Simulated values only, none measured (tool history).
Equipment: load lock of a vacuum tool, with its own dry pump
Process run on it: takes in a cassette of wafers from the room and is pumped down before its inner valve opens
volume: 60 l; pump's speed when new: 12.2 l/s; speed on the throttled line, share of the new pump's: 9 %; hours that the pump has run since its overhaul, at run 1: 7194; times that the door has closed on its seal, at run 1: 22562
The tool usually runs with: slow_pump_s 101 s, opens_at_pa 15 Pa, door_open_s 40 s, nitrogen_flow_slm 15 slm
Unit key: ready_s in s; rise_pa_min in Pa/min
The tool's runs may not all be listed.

run    hour  slow_pump_s  opens_at_pa  door_open_s  nitrogen_flow_slm  hours that the pump has run since its overhaul  times that the door has closed on its seal  incoming humidity of the room's air, %  ready_s  rise_pa_min
  1       0          101           15           40                 15                                            7194                                       22562                                    43.2    144.2        0.271
       45.8  -- door's seal changed, seat wiped
  2   372.8          101           22           40                 15                                            7565                                        1427                                    44.6    143.6        0.031
  3   788.6          101           22           40                 15                                            7981                                        3241                                    44.6    144.3        0.037
  4  1237.2          101           22           40                 15                                            8429                                        5198                                    45.8    144.6        0.042
  5  1424.3          101           22           40                 15                                            8616                                        6015                                    46.1    145.1        0.051
  6  1741.9          101           22           40                 15                                            8934                                        7400                                    43.6    147.1        0.057
  7  1925.7          101           22           40                 15                                            9118                                        8202                                    44.9    145.3        0.061
  8  2116.6          101           22           40                 15                                            9309                                        9035                                      48    147.1        0.068
     2257.4  -- dry pump taken out, an overhauled one fitted
  9  2393.6          101           15           40                 15                                             136                                       10217                                    44.9    135.9        0.076
 10  2581.2          101           15           85                 15                                             324                                       11035                                    47.6    135.3        0.091
 11  2988.7          101           15           85                 15                                             731                                       12813                                    43.5    135.7        0.099
 12    3222          101           15           85                 15                                             965                                       13831                                      50    137.1        0.118
 13  3406.7          101           15           85                 15                                            1149                                       14637                                    43.2    136.8        0.123
 14  3691.4           55           15           40                 15                                            1434                                       15879                                    43.2     94.8        0.136
 15  3948.1           55           15           31                 15                                            1691                                       16999                                    43.3     94.6        0.141
 16  4267.6           78           15           31                 15                                            2010                                       18393                                    48.4    116.6         0.16
 17  4560.5           78           15           31                 15                                            2303                                       19671                                    49.3    115.8        0.182
 18  4816.3           78           15           31                 15                                            2559                                       20787                                    45.1    116.6        0.187
 19  5131.5           78           12           27                 15                                            2874                                       22162                                    43.3    118.7        0.213
     5288.7  -- door's seal changed, seat wiped
 20    5489          101           22           40                  8                                            3230                                         874                                    44.2    135.7        0.032
 21  5842.9          101           22           40                  8                                            3584                                        2418                                    44.5      137        0.027
 22  6191.4           90           22           40                 33                                            3933                                        3938                                    46.8    128.1        0.033
 23  6598.8          101           27           39                  6                                            4340                                        5716                                    44.7    137.2        0.058
 24  6924.4          101           27           39                  4                                            4666                                        7136                                    46.7    136.2        0.069
 25  7111.6          101           15           40                  7                                            4853                                        7953                                    48.6    139.1        0.071
 26  7532.4          180           15           73                 43                                            5274                                        9789                                    41.8      213        0.063
 27  7919.7           53           15           73                 43                                            5661                                       11479                                    42.5     99.3        0.082
 28  8159.9           53           15           73                 43                                            5901                                       12526                                    43.2     99.5        0.088
 29  8427.7          124           28           30                 12                                            6169                                       13695                                    43.6    160.3        0.107
 30  8688.1          122           15           30                 20                                            6429                                       14831                                    46.6    161.3        0.113
 31  9004.2           76           20           99                 20                                            6745                                       16210                                    43.6    120.4        0.137
 32  9379.4           76           18           85                  5                                            7121                                       17847                                    44.1    121.7         0.17

Across each entry between runs, compare the hidden state at the last listed run before it with the hidden state at the first listed run after it:
From run 1 to run 2: door's seal changed, seat wiped (hour 45.8)
  pump's speed, % of a new pump's: 77.3 -> 76.3; leak at the door's seal, Pa l/s: 0.2492 -> 0.007
  measured less the result without the state, ready_s: +10 -> +10 s; rise_pa_min: +0.245 -> +0.005 Pa/min
From run 8 to run 9: dry pump taken out, an overhauled one fitted (hour 2257.4)
  pump's speed, % of a new pump's: 71.2 -> 99; leak at the door's seal, Pa l/s: 0.0468 -> 0.0554
  measured less the result without the state, ready_s: +13.1 -> +0.3 s; rise_pa_min: +0.045 -> +0.053 Pa/min
From run 19 to run 20: door's seal changed, seat wiped (hour 5288.7)
  pump's speed, % of a new pump's: 91.4 -> 90.4; leak at the door's seal, Pa l/s: 0.1906 -> 0.0044
  measured less the result without the state, ready_s: +3.5 -> +3.4 s; rise_pa_min: +0.19 -> +0.003 Pa/min
